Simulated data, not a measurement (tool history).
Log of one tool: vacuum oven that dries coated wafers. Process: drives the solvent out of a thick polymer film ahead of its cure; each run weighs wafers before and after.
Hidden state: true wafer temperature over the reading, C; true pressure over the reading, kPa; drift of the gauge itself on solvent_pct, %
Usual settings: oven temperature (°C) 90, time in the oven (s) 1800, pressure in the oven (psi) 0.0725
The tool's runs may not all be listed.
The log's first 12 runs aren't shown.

run,hour,oven temperature (°C),time in the oven (s),pressure in the oven (psi),hours of work since the thermocouples were calibrated,hours of work since the vacuum gauge was cleaned of residue,solvent left in the film (%)
13,131.8,81,1800,0.0725,161,173,4.59
14,146.0,79,1800,0.0725,168,179,5.36
15,157.3,79,1800,0.0725,173,184,5.31
16,168.4,79,1800,0.0725,178,189,5.49
17,183.1,79,1800,0.0725,185,196,5.53
18,194.5,79,1800,0.0725,190,201,5.67
19,207.1,79,1800,0.0725,196,207,5.60
20,214.6,79,1800,0.0725,199,210,5.49
21,227.6,90,1680,0.1636,205,216,2.07
22,235.7,90,1680,0.1636,209,220,2.13
23,247.9,90,2580,0.1588,214,226,1.27
24,259.3,78,1320,0.0725,219,231,8.04
25,271.3,90,1860,0.1004,225,236,1.53
26,278.3,90,1380,0.1004,228,239,2.66
27,292.3,77,2400,0.2817,234,246,6.18
28,300.5,104,1800,0.0725,238,250,0.20
29,313.7,91,1800,0.0747,244,256,1.33
30,324.4,91,1800,0.0747,249,260,1.21
31,336.0,91,1260,0.0747,254,266,2.62
32,345.9,87,1800,0.0725,259,270,2.34
33,353.8,78,1860,0.1534,262,274,6.50
34,368.4,78,1860,0.1534,269,281,6.49
35,376.6,78,1860,0.1534,273,284,6.38

3 ways to go on from here, each from the tool as it stands after run 35. What would each give?
A,389.7,76,1740,0.0422,279,290,?
B,389.7,83,2580,0.1359,279,290,?
C,389.7,90,1440,0.0725,279,290,?

run,solvent left in the film (%)
A,7.28
B,2.50
C,2.32
Without the tool's hidden state the same runs would have given:
run,solvent left in the film (%)
A,6.82
B,2.19
C,2.03
